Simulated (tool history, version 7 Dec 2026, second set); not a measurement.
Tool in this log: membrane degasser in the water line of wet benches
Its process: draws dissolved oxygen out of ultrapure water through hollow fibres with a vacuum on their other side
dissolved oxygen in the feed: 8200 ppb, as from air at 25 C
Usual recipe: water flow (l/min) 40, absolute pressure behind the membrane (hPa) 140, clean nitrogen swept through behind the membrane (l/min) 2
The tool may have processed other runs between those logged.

run	hour	water flow (l/min)	absolute pressure behind the membrane (hPa)	clean nitrogen swept through behind the membrane (l/min)	dissolved oxygen in the water behind the degasser (ppb)	pressure that the water loses in the fibres (hPa)
1	0	40	140	2	662.3	410.7
2	321.1	40	140	2	656.7	414.7
3	530.1	40	140	2.1	641.8	419.4
4	713.9	40	140	2.1	645.1	416.2
5	1049.7	40	140	2.1	662.6	414.2
6	1238.2	49	140	2.1	874.9	511
7	1536.3	40	114	2	576.1	418
8	1675.5	40	114	2	571.5	418.7
9	1903	40	114	2	564.2	418.1
10	2118.1	40	140	2	690.5	420.2
11	2440.3	40	140	2	681.3	422.6
12	2702.4	40	140	2	687.4	424.2
13	3004.9	40	140	2	697.1	423.2
14	3220.9	40	140	2	701.2	424.2
15	3381.3	40	140	2	689.3	426
16	3563	40	140	2	706.6	423.9
17	3888.2	40	140	2	713.4	425.2
# hour 3913.1: vacuum gauge calibrated
18	4029.9	62	159	1.95	1374.3	661.3
19	4189.9	28	125	1.95	400.1	300.6
20	4331	28	125	2.05	391	301.2
21	4563.2	61	125	2.4	1116.8	648
22	4758.5	43	140	2	783.5	463.5
# hour 4778.5: seals of the vacuum lines changed
23	5092.2	56	143	3.21	945.8	604.3
24	5322.8	56	143	3.21	972.3	604.1
25	5491	28	93	1.01	478.7	305.6
# hour 5588.2: vacuum gauge calibrated, once more
26	5634.2	31	140	1.8	519.4	334.9
27	5913.7	31	325	1.8	1120.7	336.8
28	6061.1	31	325	1.8	1102.4	336.7
29	6270.4	31	325	1.8	1110.3	338.9
30	6471.8	40	111	2	602.9	435.1
31	6631	24	140	2.8	271.3	258.8

Consider 5 possible next runs. They are alternatives, not a sequence: every one starts from the tool as it was left by run 31. What does each give?
A	6856.4	63	102	2.8	?	?
B	6856.4	40	140	1.53	?	?
C	6856.4	40	140	0.86	?	?
D	6856.4	24	96	2.8	?	?
E	6856.4	40	155	1.39	?	?

run	dissolved oxygen in the water behind the degasser (ppb)	pressure that the water loses in the fibres (hPa)
A	1034	692.7
B	842.8	436.8
C	1113	439.2
D	179.3	262.8
E	942	434.9
Had the tool no hidden state, the same runs would have come out as:
run	dissolved oxygen in the water behind the degasser (ppb)	pressure that the water loses in the fibres (hPa)
A	899.6	638.4
B	773	402.4
C	1047.8	404.7
D	158.3	242
E	875.1	400.5

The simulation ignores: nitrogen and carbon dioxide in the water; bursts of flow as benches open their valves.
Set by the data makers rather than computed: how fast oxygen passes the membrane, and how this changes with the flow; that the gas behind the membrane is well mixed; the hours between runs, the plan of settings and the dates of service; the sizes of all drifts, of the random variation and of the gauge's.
